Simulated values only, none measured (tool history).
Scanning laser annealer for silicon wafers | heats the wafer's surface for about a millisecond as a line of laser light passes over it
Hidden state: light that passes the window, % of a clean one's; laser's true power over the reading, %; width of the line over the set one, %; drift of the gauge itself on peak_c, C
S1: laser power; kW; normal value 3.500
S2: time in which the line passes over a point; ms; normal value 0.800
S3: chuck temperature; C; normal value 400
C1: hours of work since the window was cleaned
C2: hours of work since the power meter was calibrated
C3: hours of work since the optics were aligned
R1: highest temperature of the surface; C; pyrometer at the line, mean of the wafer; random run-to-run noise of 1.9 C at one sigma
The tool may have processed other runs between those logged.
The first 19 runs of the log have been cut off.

run,hour,S1,S2,S3,C1,C2,C3,R1
20,169.4,3.187,0.664,405,113,232,440,981
21,179.1,3.462,0.898,421,117,236,444,1161
22,191.1,3.823,0.800,414,122,241,450,1171
23,199.6,3.656,0.727,422,126,245,453,1110
24,206.4,3.656,0.609,422,129,248,456,1043
25,218.4,3.656,0.898,389,134,253,461,1167
26,224.4,3.240,0.850,429,137,255,464,1103
27,235.1,3.240,0.850,429,141,260,469,1100
28,240.9,3.020,0.783,400,144,263,471,1003
29,247.4,3.500,0.697,400,147,265,474,1047
30,258.6,3.215,0.800,400,151,270,479,1047
31,268.9,3.077,0.619,422,156,275,483,954

Branching from run 31: 4 alternative next runs. What would each branch give?
A,281.0,3.661,0.619,421,161,280,489,?
B,281.0,3.077,0.619,386,161,280,489,?
C,281.0,3.057,0.981,362,161,280,489,?
D,281.0,3.367,0.800,427,161,280,489,?

run,R1
A,1046
B,918
C,1052
D,1098
Stripped of hidden state, with their random variation kept, the same runs would have yielded:
run,R1
A,1060
B,930
C,1068
D,1113
